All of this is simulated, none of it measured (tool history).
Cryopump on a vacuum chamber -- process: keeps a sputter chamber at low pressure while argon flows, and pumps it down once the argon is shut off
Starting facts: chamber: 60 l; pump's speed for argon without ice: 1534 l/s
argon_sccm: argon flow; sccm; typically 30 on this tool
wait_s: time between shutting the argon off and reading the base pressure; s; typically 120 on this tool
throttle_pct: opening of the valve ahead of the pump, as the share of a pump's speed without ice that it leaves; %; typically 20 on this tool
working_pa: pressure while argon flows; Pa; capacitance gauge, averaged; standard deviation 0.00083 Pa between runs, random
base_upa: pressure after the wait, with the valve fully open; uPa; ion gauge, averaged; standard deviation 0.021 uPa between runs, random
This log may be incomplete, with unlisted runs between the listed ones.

run 1 hour=0 | argon_sccm=30 wait_s=120 throttle_pct=20 | working_pa=0.1659 base_upa=1.01
run 2 hour=57.1 | argon_sccm=30 wait_s=120 throttle_pct=20 | working_pa=0.1673 base_upa=1.04
run 3 hour=96.9 | argon_sccm=30 wait_s=120 throttle_pct=20 | working_pa=0.1686 base_upa=1.17
run 4 hour=135.2 | argon_sccm=30 wait_s=120 throttle_pct=20 | working_pa=0.1665 base_upa=1.22
run 5 hour=183.3 | argon_sccm=30 wait_s=120 throttle_pct=31 | working_pa=0.1083 base_upa=1.26
run 6 hour=242.6 | argon_sccm=30 wait_s=120 throttle_pct=20 | working_pa=0.1679 base_upa=1.31
run 7 hour=292.1 | argon_sccm=30 wait_s=120 throttle_pct=20 | working_pa=0.1698 base_upa=1.36
run 8 hour=345.8 | argon_sccm=30 wait_s=120 throttle_pct=20 | working_pa=0.1692 base_upa=1.46
run 9 hour=386.1 | argon_sccm=30 wait_s=120 throttle_pct=17 | working_pa=0.1973 base_upa=1.46
run 10 hour=450.4 | argon_sccm=30 wait_s=120 throttle_pct=17 | working_pa=0.1992 base_upa=1.68
run 11 hour=488.9 | argon_sccm=30 wait_s=120 throttle_pct=17 | working_pa=0.2011 base_upa=1.71
run 12 hour=546.8 | argon_sccm=30 wait_s=120 throttle_pct=17 | working_pa=0.2014 base_upa=1.81
run 13 hour=602.4 | argon_sccm=30 wait_s=120 throttle_pct=20 | working_pa=0.1741 base_upa=1.94
-- hour=612.3 pump warmed up, emptied and cooled again
run 14 hour=633.6 | argon_sccm=30 wait_s=120 throttle_pct=20 | working_pa=0.1663 base_upa=1.6
run 15 hour=670.5 | argon_sccm=30 wait_s=120 throttle_pct=20 | working_pa=0.1662 base_upa=1.79
run 16 hour=700.3 | argon_sccm=30 wait_s=120 throttle_pct=20 | working_pa=0.1667 base_upa=1.71
run 17 hour=763.5 | argon_sccm=30 wait_s=120 throttle_pct=20 | working_pa=0.1669 base_upa=1.82
run 18 hour=813.5 | argon_sccm=18 wait_s=28 throttle_pct=20 | working_pa=0.1006 base_upa=2.87
run 19 hour=877 | argon_sccm=16 wait_s=84 throttle_pct=24 | working_pa=0.0746 base_upa=2.12
run 20 hour=913.6 | argon_sccm=41 wait_s=139 throttle_pct=18 | working_pa=0.253 base_upa=2.03
run 21 hour=974.5 | argon_sccm=49 wait_s=139 throttle_pct=36 | working_pa=0.1565 base_upa=2.12
run 22 hour=1016.4 | argon_sccm=49 wait_s=139 throttle_pct=36 | working_pa=0.1567 base_upa=2.28
run 23 hour=1046 | argon_sccm=49 wait_s=139 throttle_pct=36 | working_pa=0.1568 base_upa=2.21
-- hour=1063.9 leaking fittings of the chamber tightened, without venting
run 24 hour=1106.9 | argon_sccm=49 wait_s=139 throttle_pct=36 | working_pa=0.1583 base_upa=0.55
run 25 hour=1138.6 | argon_sccm=32 wait_s=161 throttle_pct=30 | working_pa=0.1243 base_upa=0.53
run 26 hour=1173.2 | argon_sccm=30 wait_s=120 throttle_pct=20 | working_pa=0.1729 base_upa=0.62
run 27 hour=1225.6 | argon_sccm=30 wait_s=120 throttle_pct=20 | working_pa=0.1706 base_upa=0.74
run 28 hour=1270.9 | argon_sccm=29 wait_s=146 throttle_pct=21 | working_pa=0.1592 base_upa=0.7
-- hour=1304.2 pump warmed up, emptied and cooled again
run 29 hour=1304.2 | argon_sccm=30 wait_s=77 throttle_pct=20 | working_pa=0.1655 base_upa=0.92
run 30 hour=1359.8 | argon_sccm=30 wait_s=77 throttle_pct=20 | working_pa=0.1661 base_upa=0.97
run 31 hour=1397 | argon_sccm=30 wait_s=120 throttle_pct=48 | working_pa=0.0706 base_upa=0.86
run 32 hour=1455.8 | argon_sccm=30 wait_s=120 throttle_pct=23 | working_pa=0.1454 base_upa=0.94
run 33 hour=1484.4 | argon_sccm=17 wait_s=120 throttle_pct=26 | working_pa=0.0738 base_upa=0.96
run 34 hour=1530 | argon_sccm=25 wait_s=222 throttle_pct=24 | working_pa=0.1174 base_upa=0.87

Below are 3 alternative next runs, each starting from the tool's condition after run 34. Predict each:
run A hour=1559.3 | argon_sccm=21 wait_s=121 throttle_pct=20 | working_pa=? base_upa=?
run B hour=1559.3 | argon_sccm=30 wait_s=44 throttle_pct=16 | working_pa=? base_upa=?
run C hour=1559.3 | argon_sccm=25 wait_s=222 throttle_pct=35 | working_pa=? base_upa=?

run=A working_pa=0.1176 base_upa=1.02
run=B working_pa=0.2098 base_upa=1.55
run=C working_pa=0.0809 base_upa=0.93
Had the tool no hidden state, the same runs would have come out as:
run=A working_pa=0.1156 base_upa=0.46
run=B working_pa=0.2071 base_upa=0.99
run=C working_pa=0.0787 base_upa=0.36

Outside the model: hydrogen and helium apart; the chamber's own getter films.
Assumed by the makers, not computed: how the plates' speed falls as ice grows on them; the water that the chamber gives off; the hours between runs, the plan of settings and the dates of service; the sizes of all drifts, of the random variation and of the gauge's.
